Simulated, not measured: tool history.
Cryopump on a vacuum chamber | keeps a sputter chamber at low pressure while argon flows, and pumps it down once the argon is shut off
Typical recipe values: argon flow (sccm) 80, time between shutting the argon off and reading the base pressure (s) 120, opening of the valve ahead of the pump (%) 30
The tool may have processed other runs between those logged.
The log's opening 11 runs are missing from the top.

| run | hour | argon flow (sccm) | time between shutting the argon off and reading the base pressure (s) | opening of the valve ahead of the pump (%) | pressure while argon flows (Pa) | pressure after the wait (uPa) |
|---|---|---|---|---|---|---|
| 12 | 417.5 | 80 | 56 | 30 | 0.332 | 2.02 |
| 13 | 466.4 | 119 | 120 | 30 | 0.4933 | 1.3 |
| 14 | 504.7 | 105 | 120 | 30 | 0.4374 | 1.35 |
| 15 | 533.5 | 105 | 120 | 30 | 0.4406 | 1.38 |
| 16 | 568 | 80 | 120 | 30 | 0.3383 | 1.36 |
| 17 | 597.5 | 80 | 120 | 30 | 0.3358 | 1.31 |
| 18 | 645.6 | 80 | 120 | 21 | 0.4769 | 1.37 |
| 19 | 673 | 59 | 120 | 17 | 0.4322 | 1.36 |
| 20 | 703.4 | 48 | 241 | 46 | 0.1377 | 1.09 |
| 21 | 731.7 | 48 | 241 | 46 | 0.1378 | 1.16 |
| 22 | 782.5 | 48 | 61 | 20 | 0.3017 | 2.1 |
| 23 | 818.6 | 52 | 120 | 30 | 0.2235 | 1.41 |
| 24 | 843.3 | 43 | 236 | 18 | 0.3002 | 1.22 |
| 25 | 871.9 | 43 | 236 | 18 | 0.3006 | 1.19 |
| 26 | 896.1 | 39 | 64 | 17 | 0.2874 | 2.02 |
| 27 | 939.5 | 160 | 120 | 30 | 0.697 | 1.48 |
| 28 | 985.7 | 54 | 140 | 23 | 0.3008 | 1.51 |
| 29 | 1010.7 | 71 | 268 | 23 | 0.4004 | 1.22 |
|  | 1055.2 | pump warmed up, emptied and cooled again |
| 30 | 1064.1 | 95 | 268 | 36 | 0.3159 | 1.03 |
| 31 | 1109 | 51 | 122 | 22 | 0.2794 | 1.31 |
| 32 | 1131.7 | 51 | 122 | 22 | 0.2812 | 1.36 |
| 33 | 1156.6 | 67 | 46 | 30 | 0.2714 | 2.35 |
| 34 | 1191.9 | 80 | 120 | 27 | 0.3576 | 1.36 |

Predict each of these 3 candidate next runs independently; none follows another, all start after run 34:
| A | 1230.2 | 75 | 42 | 53 | ? | ? |
| B | 1230.2 | 54 | 120 | 32 | ? | ? |
| C | 1230.2 | 54 | 26 | 42 | ? | ? |

| run | pressure while argon flows (Pa) | pressure after the wait (uPa) |
|---|---|---|
| A | 0.1736 | 2.57 |
| B | 0.2066 | 1.4 |
| C | 0.156 | 3.61 |
Stripped of hidden state, with their random variation kept, the same runs would have yielded:
| run | pressure while argon flows (Pa) | pressure after the wait (uPa) |
|---|---|---|
| A | 0.1685 | 2.01 |
| B | 0.2029 | 0.84 |
| C | 0.1524 | 3.05 |
